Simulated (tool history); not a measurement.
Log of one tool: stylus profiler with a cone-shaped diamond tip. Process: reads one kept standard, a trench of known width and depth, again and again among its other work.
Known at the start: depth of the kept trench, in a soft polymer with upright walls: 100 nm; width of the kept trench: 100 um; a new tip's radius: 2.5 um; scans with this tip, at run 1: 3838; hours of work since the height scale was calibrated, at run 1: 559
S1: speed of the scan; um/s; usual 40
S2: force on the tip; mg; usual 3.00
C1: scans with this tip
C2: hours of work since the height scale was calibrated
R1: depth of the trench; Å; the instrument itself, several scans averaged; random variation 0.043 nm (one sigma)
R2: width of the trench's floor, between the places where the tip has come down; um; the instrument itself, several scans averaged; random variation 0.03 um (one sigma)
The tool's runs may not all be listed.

run	day	S1	S2	C1	C2	R1	R2
1	0.000	40	3.00	3838	559	1016.7	98.14
2	2.392	40	3.00	4035	587	1017.2	98.16
3	4.567	40	1.67	4214	613	1012.9	98.07
4	7.204	40	1.67	4430	645	1012.8	98.08
5	9.096	40	2.97	4585	667	1017.5	98.13
6	11.704	40	2.97	4800	699	1017.4	98.12
7	14.350	40	2.97	5017	730	1017.5	98.07
8	15.862	40	2.97	5141	748	1018.4	98.06
9	17.975	40	2.97	5315	773	1017.9	98.10
# day 18.204: height scale calibrated on a step standard
10	20.525	40	2.97	5522	28	1019.8	98.00
11	23.175	40	7.88	5740	59	1033.3	98.08
12	24.704	40	7.88	5865	78	1033.0	98.11
13	27.625	40	7.88	6105	113	1033.6	98.07
14	29.467	11	3.93	6256	135	1023.4	98.15
# day 31.246: height scale calibrated on a step standard, once more
15	32.033	11	3.93	6465	9	1016.7	98.12
16	34.675	11	3.93	6682	41	1016.7	98.11
17	37.025	41	3.93	6875	69	1016.7	97.97
18	39.892	40	4.26	7111	103	1018.2	98.03
19	41.138	40	6.14	7213	118	1023.7	98.03
20	44.033	40	6.14	7451	153	1022.8	97.96
21	46.042	40	6.14	7616	177	1023.2	97.98
22	47.629	40	4.70	7746	196	1019.7	97.97
23	49.996	40	4.70	7940	224	1019.5	97.96

3 ways to go on from here, each from the tool as it stands after run 23. What would each give?
A	52.875	27	5.97	8177	258	?	?
B	52.875	31	3.00	8177	258	?	?
C	52.875	26	5.83	8177	258	?	?

run	R1	R2
A	1023.2	98.00
B	1015.1	97.94
C	1023.2	98.04
Without the tool's hidden state the same runs would have given:
run	R1	R2
A	1022.3	98.51
B	1014.3	98.45
C	1022.3	98.56
